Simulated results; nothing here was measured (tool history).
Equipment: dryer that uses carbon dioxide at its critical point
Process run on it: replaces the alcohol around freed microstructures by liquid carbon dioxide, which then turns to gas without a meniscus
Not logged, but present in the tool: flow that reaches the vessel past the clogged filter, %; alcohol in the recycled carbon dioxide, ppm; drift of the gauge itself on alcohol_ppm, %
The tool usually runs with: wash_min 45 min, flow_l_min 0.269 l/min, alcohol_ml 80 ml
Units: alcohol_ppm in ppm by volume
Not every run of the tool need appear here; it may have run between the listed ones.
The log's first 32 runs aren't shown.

run   hour  wash_min  flow_l_min  alcohol_ml  hours of work since the filter was changed  hours of work since the purifier's bed was changed  alcohol_ppm
 33  275.0        45       0.269          81                                         131                                                 242          588
 34  282.2        45       0.269          81                                         135                                                 246          597
 35  292.1        45       0.269          81                                         140                                                 251          606
 36  298.6        35       0.199          29                                         144                                                 254         1346
 37  306.6        30       0.404          77                                         148                                                 258          542
 38  316.5        30       0.404          77                                         153                                                 264          537
 39  326.1        28       0.239          77                                         158                                                 269         3664
 40  335.1        54       0.269          27                                         163                                                 274          124
 41  341.6        27       0.269          30                                         166                                                 277         1218
 42  352.4        27       0.269          30                                         172                                                 283         1217
 43  360.0        34       0.422         105                                         176                                                 287          345
 44  364.8        34       0.422         105                                         178                                                 289          348
 45  375.2        34       0.422         105                                         184                                                 295          348
 46  381.2        34       0.422         105                                         187                                                 298          345

Below are 5 alternative next runs, each starting from the tool's condition after run 46. Predict each:
  A  391.3        35       0.212          37                                         193                                                 303            ?
  B  391.3        34       0.422          99                                         193                                                 303            ?
  C  391.3        28       0.269          22                                         193                                                 303            ?
  D  391.3        45       0.221          58                                         193                                                 303            ?
  E  391.3        38       0.318          78                                         193                                                 303            ?

run  alcohol_ppm
  A         1433
  B          342
  C          815
  D          926
  E          585
Had the tool no hidden state, the same runs would have come out as:
run  alcohol_ppm
  A         1281
  B          255
  C          710
  D          791
  E          473
